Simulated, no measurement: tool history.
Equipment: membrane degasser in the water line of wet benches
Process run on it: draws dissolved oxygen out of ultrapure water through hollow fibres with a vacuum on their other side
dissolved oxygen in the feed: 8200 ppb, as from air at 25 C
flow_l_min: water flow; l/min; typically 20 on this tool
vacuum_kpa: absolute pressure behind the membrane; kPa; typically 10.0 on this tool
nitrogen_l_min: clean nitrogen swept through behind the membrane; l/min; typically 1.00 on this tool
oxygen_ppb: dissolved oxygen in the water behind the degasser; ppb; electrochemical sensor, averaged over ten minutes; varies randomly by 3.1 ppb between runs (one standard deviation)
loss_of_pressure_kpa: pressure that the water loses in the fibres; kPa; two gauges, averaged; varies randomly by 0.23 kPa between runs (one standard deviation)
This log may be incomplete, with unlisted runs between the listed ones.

run,hour,flow_l_min,vacuum_kpa,nitrogen_l_min,oxygen_ppb,loss_of_pressure_kpa
1,0.0,20,10.0,1.00,322.2,59.96
2,26.6,20,10.0,1.00,320.9,60.33
3,60.1,20,9.9,1.00,317.6,59.88
4,103.7,20,9.9,1.00,310.5,60.18
5,136.9,20,9.9,1.00,316.2,59.86
6,172.5,31,9.9,1.42,355.7,93.34
7,208.8,31,9.9,1.42,357.6,92.79
8,230.6,32,22.7,1.42,920.6,96.09
9,273.2,32,22.7,1.42,922.0,96.47
10,308.4,32,22.7,1.42,913.6,96.19

Some steps in oxygen_ppb between neighbouring runs. How much of each would the tool show without its hidden state too (settings, what came in, random variation), and how much is left for the hidden state, with any gauge scatter that isn't in both results?
What the log doesn't record here: membrane still open, %; true pressure behind the membrane over the reading, kPa; air that leaks in behind the membrane, l/min; drift of the gauge itself on oxygen_ppb, %; drift of the gauge itself on loss_of_pressure_kpa, %.
Run 7 -> 8: flow_l_min 31 -> 32, vacuum_kpa 9.9 -> 22.7. oxygen_ppb +563.0 ppb: hidden state +5.2, all else +557.8.

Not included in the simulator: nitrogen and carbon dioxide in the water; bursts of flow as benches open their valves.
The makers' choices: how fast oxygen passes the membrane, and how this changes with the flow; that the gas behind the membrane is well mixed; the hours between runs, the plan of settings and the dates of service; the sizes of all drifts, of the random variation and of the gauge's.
